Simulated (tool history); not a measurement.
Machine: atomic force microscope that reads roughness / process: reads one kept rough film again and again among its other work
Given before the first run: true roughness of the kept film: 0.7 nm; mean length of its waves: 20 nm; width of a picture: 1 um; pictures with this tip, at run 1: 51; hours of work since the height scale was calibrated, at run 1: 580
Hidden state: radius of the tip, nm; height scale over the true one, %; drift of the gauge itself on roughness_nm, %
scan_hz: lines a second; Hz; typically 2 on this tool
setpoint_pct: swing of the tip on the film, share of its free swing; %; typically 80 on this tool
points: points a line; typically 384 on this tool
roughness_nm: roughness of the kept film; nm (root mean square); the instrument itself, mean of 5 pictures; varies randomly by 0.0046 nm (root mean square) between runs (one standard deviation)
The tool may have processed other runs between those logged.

run     day  scan_hz  setpoint_pct  points  pictures with this tip  hours of work since the height scale was calibrated  roughness_nm
  1       0        2            80     384                      51                                                  580         0.534
  2   0.975        2            80     650                      79                                                  591         0.529
      1.367  -- new tip fitted
  3   1.779        2            80     650                      12                                                  600         0.573
  4   2.429        2            80     650                      31                                                  608          0.56
  5   3.692        2            80     742                      67                                                  622         0.537
  6   4.329     0.85            80     742                      85                                                  630         0.565
      4.496  -- new tip fitted
  7     5.2     0.85            80     742                      21                                                  639         0.612
  8   6.492        2            80     384                      58                                                  654         0.538
      7.588  -- new tip fitted
  9   7.588        2            80     384                       0                                                  667         0.573
 10   8.612        2            74     384                      30                                                  679         0.571
 11   9.779        2            74     384                      63                                                  692         0.547
     10.658  -- new tip fitted
 12  10.729        2            74     384                       2                                                  703         0.592
 13  11.475        2            74     384                      23                                                  711         0.578
 14  12.192        2            74     384                      44                                                  720         0.566
 15  13.342        2            74     384                      77                                                  733         0.544
     13.792  -- new tip fitted
 16  14.012        2            80     551                       6                                                  740         0.577
 17  15.146        2            80     474                      39                                                  754         0.544
 18  15.704        2            62     418                      55                                                  760         0.586
 19  16.771     1.21            80     660                      85                                                  772         0.549
     16.875  -- new tip fitted
 20  17.883     1.22            80     384                      29                                                  785          0.58
 21  19.058      1.2            74     662                      62                                                  798         0.577
 22  19.771      1.2            74     662                      83                                                  807         0.562
     19.967  -- new tip fitted
 23  20.596      1.2            74     662                      18                                                  816         0.605
 24  21.758      1.2            74     662                      51                                                  829         0.583
 25  22.729      1.9            67     359                      79                                                  841         0.558
     23.108  -- new tip fitted
 26   23.75     1.28            61     359                      18                                                  852          0.62
 27  24.375     0.51            61     359                      36                                                  859         0.617
 28  25.392      1.9            65     592                      65                                                  871         0.573
     26.262  -- new tip fitted
 29  26.262     2.51            65     561                       0                                                  881         0.619
 30  27.212     2.51            65     556                      27                                                  892         0.592
 31  28.446     0.93            65     312                      62                                                  906         0.584
 32  29.288     0.63            60     384                      86                                                  916         0.585
     29.388  -- new tip fitted
 33   30.05     1.02            80     910                      19                                                  924         0.608

Consider 5 possible next runs. They are alternatives, not a sequence: every one starts from the tool as it was left by run 33. What does each give?
  A  30.575     1.19            56     662                      34                                                  930             ?
  B  30.575     1.22            89     902                      34                                                  930             ?
  C  30.575        2            80     272                      34                                                  930             ?
  D  30.575     3.02            69     775                      34                                                  930             ?
  E  30.575     2.23            89     454                      34                                                  930             ?

run  roughness_nm
  A         0.629
  B         0.563
  C          0.54
  D         0.565
  E         0.509
With the hidden condition removed and each run's random variation left untouched, the same runs would have given:
run  roughness_nm
  A         0.661
  B         0.592
  C         0.568
  D         0.595
  E         0.535

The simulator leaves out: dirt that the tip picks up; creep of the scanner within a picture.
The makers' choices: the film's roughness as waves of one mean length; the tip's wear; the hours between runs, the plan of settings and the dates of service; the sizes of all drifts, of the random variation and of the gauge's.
